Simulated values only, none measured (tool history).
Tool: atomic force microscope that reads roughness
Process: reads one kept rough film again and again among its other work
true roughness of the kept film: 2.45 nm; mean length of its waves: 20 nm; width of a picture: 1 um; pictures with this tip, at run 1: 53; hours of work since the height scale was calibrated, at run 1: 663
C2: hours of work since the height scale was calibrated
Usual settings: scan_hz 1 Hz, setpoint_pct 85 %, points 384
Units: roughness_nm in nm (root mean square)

Run 1, hour 0: usual settings; pictures with this tip 53; C2 663. Result: roughness_nm 1.549 nm (root mean square).
At hour 6.9: new tip fitted.
Run 2, hour 24.4: usual settings but points 435; pictures with this tip 34; C2 680. Result: roughness_nm 1.693 nm (root mean square).
At hour 40.8: new tip fitted.
Run 3, hour 45.6: usual settings but scan_hz 3.83 Hz; pictures with this tip 9; C2 695. Result: roughness_nm 1.571 nm (root mean square).
Run 4, hour 64: usual settings but scan_hz 3.83 Hz; pictures with this tip 44; C2 708. Result: roughness_nm 1.34 nm (root mean square).
At hour 76.3: new tip fitted.
Run 5, hour 87.7: usual settings but scan_hz 3.83 Hz; pictures with this tip 22; C2 724. Result: roughness_nm 1.505 nm (root mean square).
Run 6, hour 108.1: usual settings; pictures with this tip 61; C2 739. Result: roughness_nm 1.52 nm (root mean square).
At hour 111.5: new tip fitted.
Run 7, hour 125.7: usual settings; pictures with this tip 27; C2 751. Result: roughness_nm 1.736 nm (root mean square).
At hour 129.1: height scale calibrated on a step standard.
Run 8, hour 140.5: usual settings but setpoint_pct 75 %; pictures with this tip 54; C2 8. Result: roughness_nm 1.591 nm (root mean square).
At hour 147.1: new tip fitted.
Run 9, hour 157.8: usual settings but setpoint_pct 75 %; pictures with this tip 21; C2 20. Result: roughness_nm 1.848 nm (root mean square).
Run 10, hour 175.7: usual settings but setpoint_pct 75 %; pictures with this tip 55; C2 33. Result: roughness_nm 1.587 nm (root mean square).
At hour 181.9: new tip fitted.
Run 11, hour 198.6: usual settings but points 320; pictures with this tip 32; C2 49. Result: roughness_nm 1.673 nm (root mean square).
Run 12, hour 213.7: usual settings but scan_hz 0.72 Hz, setpoint_pct 67 %, points 406; pictures with this tip 61; C2 60. Result: roughness_nm 1.565 nm (root mean square).
At hour 215.8: new tip fitted.
At hour 226: height scale calibrated on a step standard, once more.
Run 13, hour 242.3: usual settings but scan_hz 3.79 Hz, setpoint_pct 67 %, points 470; pictures with this tip 49; C2 12. Result: roughness_nm 1.541 nm (root mean square).
At hour 252: new tip fitted.
Run 14, hour 255.2: usual settings but scan_hz 0.84 Hz, setpoint_pct 64 %, points 260; pictures with this tip 6; C2 20. Result: roughness_nm 1.964 nm (root mean square).
Run 15, hour 283.6: usual settings but scan_hz 1.3 Hz, setpoint_pct 78 %, points 317; pictures with this tip 61; C2 41. Result: roughness_nm 1.493 nm (root mean square).
At hour 287.1: new tip fitted.
Run 16, hour 301.8: usual settings but points 613; pictures with this tip 28; C2 53. Result: roughness_nm 1.763 nm (root mean square).
Run 17, hour 315.8: usual settings but points 613; pictures with this tip 55; C2 63. Result: roughness_nm 1.566 nm (root mean square).
At hour 321.4: new tip fitted.
Run 18, hour 333.8: usual settings but setpoint_pct 80 %, points 598; pictures with this tip 24; C2 76. Result: roughness_nm 1.808 nm (root mean square).
Run 19, hour 354.6: usual settings but setpoint_pct 58 %, points 361; pictures with this tip 63; C2 90. Result: roughness_nm 1.553 nm (root mean square).
At hour 357.9: new tip fitted.
Run 20, hour 376.6: usual settings but setpoint_pct 58 %, points 361; pictures with this tip 35; C2 106. Result: roughness_nm 1.775 nm (root mean square).
At hour 393: new tip fitted.
Run 21, hour 404.4: usual settings but setpoint_pct 58 %, points 361; pictures with this tip 22; C2 125. Result: roughness_nm 1.88 nm (root mean square).
Run 22, hour 421: usual settings but scan_hz 1.63 Hz, setpoint_pct 59 %, points 443; pictures with this tip 53; C2 137. Result: roughness_nm 1.634 nm (root mean square).

Hidden state or all else? Some run-to-run changes of roughness_nm, split into what the settings, what came in and random variation would give without the hidden state, and what is left for the hidden state (with any gauge scatter that isn't in both results):
The hidden state here: radius of the tip, nm; height scale over the true one, %; drift of the gauge itself on roughness_nm, %.
Run 5 -> 6: scan_hz 3.83 -> 1. roughness_nm +0.015 nm (root mean square): hidden state -0.328, all else +0.343.
Run 13 -> 14: scan_hz 3.79 -> 0.84, setpoint_pct 67 -> 64, points 470 -> 260, new tip fitted. roughness_nm +0.423 nm (root mean square): hidden state +0.318, all else +0.105.
Run 14 -> 15: scan_hz 0.84 -> 1.3, setpoint_pct 64 -> 78, points 260 -> 317. roughness_nm -0.471 nm (root mean square): hidden state -0.404, all else -0.067.
